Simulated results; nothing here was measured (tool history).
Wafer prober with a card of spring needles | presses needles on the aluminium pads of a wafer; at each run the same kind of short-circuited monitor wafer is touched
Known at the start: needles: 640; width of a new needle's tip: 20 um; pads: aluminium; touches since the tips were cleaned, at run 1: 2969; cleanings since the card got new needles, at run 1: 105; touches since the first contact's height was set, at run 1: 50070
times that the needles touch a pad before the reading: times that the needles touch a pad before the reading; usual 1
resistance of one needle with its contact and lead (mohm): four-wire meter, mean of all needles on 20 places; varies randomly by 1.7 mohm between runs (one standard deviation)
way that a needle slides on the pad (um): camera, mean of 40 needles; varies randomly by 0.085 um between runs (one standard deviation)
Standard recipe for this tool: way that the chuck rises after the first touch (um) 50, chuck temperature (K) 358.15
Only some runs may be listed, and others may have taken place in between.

run,hour,way that the chuck rises after the first touch (um),chuck temperature (K),times that the needles touch a pad before the reading,touches since the tips were cleaned,cleanings since the card got new needles,touches since the first contact's height was set,resistance of one needle with its contact and lead (mohm),way that a needle slides on the pad (um)
1,0.0,50,358.15,1,2969,105,50070,419,11.41
# hour 1.9: tips cleaned on abrasive film
# hour 9.2: tips cleaned on abrasive film
# hour 16.5: tips cleaned on abrasive film
# hour 23.8: tips cleaned on abrasive film
# hour 31.1: tips cleaned on abrasive film
# hour 38.4: tips cleaned on abrasive film
# hour 45.7: tips cleaned on abrasive film
# hour 53.0: tips cleaned on abrasive film
2,55.8,50,358.15,1,1378,113,76742,363,11.25
# hour 61.3: tips cleaned on abrasive film
# hour 70.4: tips cleaned on abrasive film
# hour 77.7: tips cleaned on abrasive film
# hour 86.8: tips cleaned on abrasive film
# hour 94.1: tips cleaned on abrasive film
# hour 101.4: tips cleaned on abrasive film
# hour 108.7: tips cleaned on abrasive film
# hour 116.0: tips cleaned on abrasive film
# hour 123.3: tips cleaned on abrasive film
3,129.2,50,358.15,1,2848,122,111864,435,10.95
# hour 131.1: tips cleaned on abrasive film
# hour 140.2: tips cleaned on abrasive film
# hour 149.3: tips cleaned on abrasive film
# hour 158.4: tips cleaned on abrasive film
# hour 165.7: tips cleaned on abrasive film
# hour 173.0: tips cleaned on abrasive film
# hour 180.3: tips cleaned on abrasive film
# hour 189.4: tips cleaned on abrasive film
# hour 196.7: tips cleaned on abrasive film
# hour 204.0: tips cleaned on abrasive film
# hour 211.3: tips cleaned on abrasive film
# hour 220.4: tips cleaned on abrasive film
4,221.9,50,358.15,1,727,134,156203,336,10.93
# hour 229.2: tips cleaned on abrasive film
# hour 238.3: tips cleaned on abrasive film
# hour 245.6: tips cleaned on abrasive film
# hour 254.7: tips cleaned on abrasive film
# hour 260.4: height of the first contact set anew
# hour 264.1: tips cleaned on abrasive film
# hour 271.4: tips cleaned on abrasive film
# hour 278.7: tips cleaned on abrasive film
# hour 286.0: tips cleaned on abrasive film
5,291.8,50,358.15,3,2821,142,15033,263,11.76
# hour 293.7: tips cleaned on abrasive film
# hour 301.0: tips cleaned on abrasive film
# hour 308.3: tips cleaned on abrasive film
# hour 315.6: tips cleaned on abrasive film
# hour 324.7: tips cleaned on abrasive film
# hour 333.8: tips cleaned on abrasive film
# hour 341.1: tips cleaned on abrasive film
# hour 348.4: tips cleaned on abrasive film
# hour 355.7: tips cleaned on abrasive film
# hour 363.0: tips cleaned on abrasive film
# hour 370.3: tips cleaned on abrasive film
6,376.9,50,358.15,2,3217,153,55756,355,11.38
# hour 378.8: tips cleaned on abrasive film
# hour 387.9: tips cleaned on abrasive film
# hour 395.2: tips cleaned on abrasive film
# hour 402.5: tips cleaned on abrasive film
# hour 411.6: tips cleaned on abrasive film
# hour 418.9: tips cleaned on abrasive film
7,421.9,50,358.15,2,1427,159,77245,312,11.36
# hour 427.4: tips cleaned on abrasive film
# hour 434.7: tips cleaned on abrasive film
# hour 443.8: tips cleaned on abrasive film
# hour 452.9: tips cleaned on abrasive film
# hour 462.0: tips cleaned on abrasive film
# hour 469.3: tips cleaned on abrasive film
# hour 476.6: tips cleaned on abrasive film
# hour 483.9: tips cleaned on abrasive film
# hour 493.0: tips cleaned on abrasive film
8,494.8,50,358.15,2,906,168,112168,283,11.15
# hour 500.3: tips cleaned on abrasive film
# hour 507.6: tips cleaned on abrasive film
# hour 516.7: tips cleaned on abrasive film
# hour 525.8: tips cleaned on abrasive film
# hour 533.1: tips cleaned on abrasive film
# hour 540.4: tips cleaned on abrasive film
# hour 549.5: tips cleaned on abrasive film
# hour 557.9: tips cleaned on abrasive film
9,557.9,65,358.15,2,0,176,142334,185,14.49
# hour 565.2: tips cleaned on abrasive film
# hour 572.5: tips cleaned on abrasive film
# hour 579.8: tips cleaned on abrasive film
# hour 587.1: tips cleaned on abrasive film
# hour 594.4: tips cleaned on abrasive film
# hour 601.7: tips cleaned on abrasive film
# hour 609.0: tips cleaned on abrasive film
10,613.7,50,358.15,1,2276,183,169033,494,10.80
# hour 617.4: tips cleaned on abrasive film
# hour 624.7: tips cleaned on abrasive film
# hour 625.0: height of the first contact set anew
# hour 634.1: tips cleaned on abrasive film
# hour 641.4: tips cleaned on abrasive film
# hour 648.7: tips cleaned on abrasive film
# hour 656.0: tips cleaned on abrasive film
# hour 663.3: tips cleaned on abrasive film
11,666.8,50,358.15,1,1721,190,20037,402,11.85
# hour 672.3: tips cleaned on abrasive film
# hour 681.4: tips cleaned on abrasive film
# hour 688.7: tips cleaned on abrasive film
# hour 697.8: tips cleaned on abrasive film
# hour 705.1: tips cleaned on abrasive film
12,711.6,49,374.15,1,3175,195,41529,490,11.34
# hour 713.5: tips cleaned on abrasive film
# hour 720.8: tips cleaned on abrasive film
# hour 728.1: tips cleaned on abrasive film
# hour 735.4: tips cleaned on abrasive film
# hour 742.7: tips cleaned on abrasive film
# hour 750.0: tips cleaned on abrasive film
# hour 757.3: tips cleaned on abrasive film
13,761.6,49,374.15,1,2041,202,65376,465,11.17
# hour 765.3: tips cleaned on abrasive film
# hour 774.3: tips cleaned on abrasive film
# hour 781.6: tips cleaned on abrasive film
# hour 788.9: tips cleaned on abrasive film
# hour 796.2: tips cleaned on abrasive film
# hour 803.5: tips cleaned on abrasive film
# hour 812.6: tips cleaned on abrasive film
# hour 819.9: tips cleaned on abrasive film
# hour 829.0: tips cleaned on abrasive film
# hour 836.3: tips cleaned on abrasive film
# hour 843.6: tips cleaned on abrasive film
14,846.0,49,374.15,1,1143,213,105768,383,10.84
# hour 851.5: tips cleaned on abrasive film
# hour 858.8: tips cleaned on abrasive film
# hour 867.9: tips cleaned on abrasive film
# hour 875.2: tips cleaned on abrasive film
# hour 882.5: tips cleaned on abrasive film
# hour 891.6: tips cleaned on abrasive film
# hour 898.9: tips cleaned on abrasive film
# hour 906.2: tips cleaned on abrasive film
# hour 913.5: tips cleaned on abrasive film
15,914.6,67,325.15,2,532,222,138572,213,14.93
# hour 921.9: tips cleaned on abrasive film
# hour 929.2: tips cleaned on abrasive film
# hour 936.5: tips cleaned on abrasive film
# hour 943.8: tips cleaned on abrasive film
# hour 952.9: tips cleaned on abrasive film
# hour 960.2: tips cleaned on abrasive film
# hour 967.5: tips cleaned on abrasive film
16,972.0,52,360.15,2,2187,229,166054,358,11.31
# hour 975.7: tips cleaned on abrasive film
# hour 983.0: tips cleaned on abrasive film
# hour 990.3: tips cleaned on abrasive film
# hour 990.6: height of the first contact set anew
# hour 999.7: tips cleaned on abrasive film
# hour 1008.8: tips cleaned on abrasive film
# hour 1016.1: tips cleaned on abrasive film
# hour 1023.4: tips cleaned on abrasive film
# hour 1030.7: tips cleaned on abrasive film
# hour 1038.0: tips cleaned on abrasive film
# hour 1045.3: tips cleaned on abrasive film
17,1046.3,52,360.15,2,470,239,26637,248,12.27
# hour 1053.6: tips cleaned on abrasive film
# hour 1062.6: tips cleaned on abrasive film
# hour 1069.9: tips cleaned on abrasive film
# hour 1077.2: tips cleaned on abrasive film
# hour 1086.3: tips cleaned on abrasive film
# hour 1095.4: tips cleaned on abrasive film
18,1100.6,42,344.15,2,2511,245,52699,438,9.67
# hour 1104.3: tips cleaned on abrasive film
# hour 1111.6: tips cleaned on abrasive film
# hour 1118.9: tips cleaned on abrasive film
# hour 1126.2: tips cleaned on abrasive film
# hour 1133.5: tips cleaned on abrasive film
# hour 1140.8: tips cleaned on abrasive film
19,1144.2,50,349.15,3,1628,251,73516,280,11.51

Hidden state or all else? Some run-to-run changes of resistance of one needle with its contact and lead (mohm), split into what the settings, what came in and random variation would give without the hidden state, and what is left for the hidden state (with any gauge scatter that isn't in both results):
Hidden state at play: debris on the tips, nm; way that the needles fall short of the set height, um; tips' diameter, um; drift of the gauge itself on contact_mohm, %; drift of the gauge itself on scrub_um, %.
Run 9 -> 10: way that the chuck rises after the first touch (um) 65 -> 50, times that the needles touch a pad before the reading 2 -> 1, tips cleaned on abrasive film, tips cleaned on abrasive film, tips cleaned on abrasive film, tips cleaned on abrasive film, tips cleaned on abrasive film, tips cleaned on abrasive film, tips cleaned on abrasive film. resistance of one needle with its contact and lead (mohm) +309: hidden state +304, all else +5.

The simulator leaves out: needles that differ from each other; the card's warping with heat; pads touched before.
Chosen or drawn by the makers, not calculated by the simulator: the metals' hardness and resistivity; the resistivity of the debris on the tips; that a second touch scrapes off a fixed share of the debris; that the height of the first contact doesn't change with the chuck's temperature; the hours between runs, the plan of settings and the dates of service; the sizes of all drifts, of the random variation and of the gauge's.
